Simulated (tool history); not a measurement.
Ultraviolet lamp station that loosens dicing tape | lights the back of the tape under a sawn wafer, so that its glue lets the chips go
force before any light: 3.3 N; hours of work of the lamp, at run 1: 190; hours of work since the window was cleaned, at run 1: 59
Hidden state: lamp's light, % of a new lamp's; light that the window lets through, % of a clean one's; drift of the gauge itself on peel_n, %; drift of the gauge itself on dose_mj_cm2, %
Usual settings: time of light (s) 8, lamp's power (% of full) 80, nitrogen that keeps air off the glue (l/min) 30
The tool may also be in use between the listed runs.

run,day,time of light (s),lamp's power (% of full),nitrogen that keeps air off the glue (l/min),hours of work of the lamp,hours of work since the window was cleaned,force that peels the tape off (N),light that reached the tape (mJ/cm2)
1,0.000,8,80,30,190,59,0.492,490
2,0.258,8,80,30,192,62,0.490,482
3,0.658,5,80,30,197,66,0.927,311
4,1.008,5,80,30,200,70,0.925,306
5,1.296,5,65,30,203,73,1.210,250
6,1.746,5,65,30,208,78,1.226,249
7,1.958,8,80,30,211,80,0.512,484
8,2.379,8,80,30,215,84,0.511,476
9,2.742,8,80,30,219,88,0.531,483
10,3.100,8,80,30,223,92,0.510,478
11,3.288,8,80,30,225,94,0.531,476
12,3.717,8,80,30,229,99,0.500,474
13,4.012,8,80,30,232,102,0.522,474
14,4.458,8,80,30,237,107,0.533,471
15,4.767,8,80,30,241,110,0.531,471
16,5.075,8,80,30,244,113,0.530,468
17,5.392,8,79,30,247,117,0.553,461
18,5.833,8,80,30,252,121,0.548,462
19,6.229,8,80,35,256,126,0.484,467
20,6.675,8,80,35,261,130,0.497,456
21,6.996,8,80,35,264,134,0.506,463
22,7.292,8,80,35,268,137,0.505,462
23,7.662,8,77,31,272,141,0.567,444
24,8.096,8,75,41,276,146,0.535,429
25,8.438,8,75,41,280,149,0.522,426
26,8.879,12,91,23,285,154,0.267,764
27,9.133,8,92,9,287,157,0.866,518
28,9.546,8,92,9,292,161,0.895,515
29,9.788,15,62,35,294,164,0.289,649
30,10.158,5,67,15,298,168,1.553,231
31,10.579,13,80,30,303,172,0.251,728
32,10.933,8,92,18,307,176,0.616,507
33,11.225,6,67,38,310,179,0.969,277
34,11.446,6,67,38,312,181,0.976,274
35,11.729,6,67,38,315,184,1.020,275
36,11.971,6,80,39,318,187,0.795,324
37,12.229,4,92,24,320,190,1.294,251
38,12.679,8,97,42,325,195,0.374,524
39,13.054,8,97,42,329,199,0.371,526
40,13.333,12,97,30,332,202,0.223,788
41,13.517,5,61,15,334,204,1.770,203
42,13.888,10,73,17,338,208,0.682,491
43,14.171,15,93,30,341,211,0.166,929

The same runs without the tool's hidden state, with the same run-to-run variation:
run,force that peels the tape off (N),light that reached the tape (mJ/cm2)
1,0.381,571
2,0.378,563
3,0.760,364
4,0.755,360
5,1.019,295
6,1.027,294
7,0.384,574
8,0.382,567
9,0.393,577
10,0.373,573
11,0.391,572
12,0.360,573
13,0.379,574
14,0.386,572
15,0.380,575
16,0.378,572
17,0.394,566
18,0.387,570
19,0.335,577
20,0.342,568
21,0.348,577
22,0.344,577
23,0.389,556
24,0.360,541
25,0.348,539
26,0.183,972
27,0.622,659
28,0.637,659
29,0.193,833
30,1.262,298
31,0.171,941
32,0.405,657
33,0.691,361
34,0.694,359
35,0.723,360
36,0.536,426
37,0.975,330
38,0.234,692
39,0.228,697
40,0.152,1048
41,1.431,272
42,0.432,656
43,0.124,1246
